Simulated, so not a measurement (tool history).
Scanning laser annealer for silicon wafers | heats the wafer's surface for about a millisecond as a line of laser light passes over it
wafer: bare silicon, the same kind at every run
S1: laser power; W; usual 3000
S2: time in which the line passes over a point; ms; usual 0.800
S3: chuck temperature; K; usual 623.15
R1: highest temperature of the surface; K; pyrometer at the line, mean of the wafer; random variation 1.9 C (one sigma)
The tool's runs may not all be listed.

run 1 day=0.000 | S1=3000 S2=0.800 S3=623.15 | R1=1413.15
run 2 day=1.258 | S1=3000 S2=0.800 S3=623.15 | R1=1414.15
run 3 day=2.471 | S1=2876 S2=0.800 S3=623.15 | R1=1376.15
run 4 day=3.800 | S1=2876 S2=0.800 S3=623.15 | R1=1373.15
run 5 day=5.079 | S1=2876 S2=0.800 S3=623.15 | R1=1380.15
run 6 day=6.083 | S1=2876 S2=0.800 S3=623.15 | R1=1374.15
run 7 day=7.367 | S1=2876 S2=0.800 S3=623.15 | R1=1376.15
run 8 day=8.108 | S1=3000 S2=0.800 S3=623.15 | R1=1410.15
run 9 day=8.746 | S1=3000 S2=0.701 S3=623.15 | R1=1373.15
run 10 day=9.583 | S1=3000 S2=0.701 S3=623.15 | R1=1367.15
run 11 day=10.554 | S1=3000 S2=0.701 S3=623.15 | R1=1367.15
run 12 day=11.196 | S1=3000 S2=0.701 S3=623.15 | R1=1361.15
run 13 day=11.921 | S1=3000 S2=0.701 S3=623.15 | R1=1371.15
-- day=12.108 window over the wafer cleaned
run 14 day=13.196 | S1=3000 S2=0.701 S3=623.15 | R1=1368.15
run 15 day=13.917 | S1=3000 S2=0.701 S3=623.15 | R1=1368.15
run 16 day=14.975 | S1=3058 S2=0.645 S3=599.15 | R1=1334.15
run 17 day=15.917 | S1=2832 S2=0.692 S3=609.15 | R1=1307.15
run 18 day=17.142 | S1=2832 S2=0.692 S3=609.15 | R1=1307.15
run 19 day=18.354 | S1=3000 S2=0.585 S3=643.15 | R1=1334.15
run 20 day=19.096 | S1=3000 S2=0.727 S3=635.15 | R1=1389.15
run 21 day=20.250 | S1=3000 S2=0.727 S3=635.15 | R1=1393.15
run 22 day=21.004 | S1=3000 S2=0.756 S3=623.15 | R1=1395.15
run 23 day=22.267 | S1=2694 S2=0.869 S3=645.15 | R1=1372.15
run 24 day=23.225 | S1=3019 S2=0.800 S3=615.15 | R1=1409.15
run 25 day=23.967 | S1=2829 S2=0.747 S3=615.15 | R1=1333.15
run 26 day=25.150 | S1=2829 S2=0.747 S3=615.15 | R1=1332.15
run 27 day=26.083 | S1=2829 S2=0.932 S3=653.15 | R1=1441.15
run 28 day=26.892 | S1=2919 S2=0.846 S3=622.15 | R1=1404.15
run 29 day=28.167 | S1=2919 S2=0.846 S3=622.15 | R1=1403.15

Forecast each of these 5 alternatives for the next run:
-- day=28.908 window over the wafer cleaned
run A day=29.488 | S1=2919 S2=0.846 S3=602.15 | R1=?
-- day=28.908 window over the wafer cleaned
run B day=29.488 | S1=2919 S2=0.766 S3=622.15 | R1=?
-- day=28.908 window over the wafer cleaned
run C day=29.488 | S1=3227 S2=0.813 S3=650.15 | R1=?
-- day=28.908 window over the wafer cleaned
run D day=29.488 | S1=3179 S2=0.847 S3=622.15 | R1=?
-- day=28.908 window over the wafer cleaned
run E day=29.488 | S1=2682 S2=0.896 S3=622.15 | R1=?

run=A R1=1387.15
run=B R1=1371.15
run=C R1=1507.15
run=D R1=1478.15
run=E R1=1356.15
Without the tool's hidden state the same runs would have given:
run=A R1=1387.15
run=B R1=1371.15
run=C R1=1508.15
run=D R1=1479.15
run=E R1=1356.15
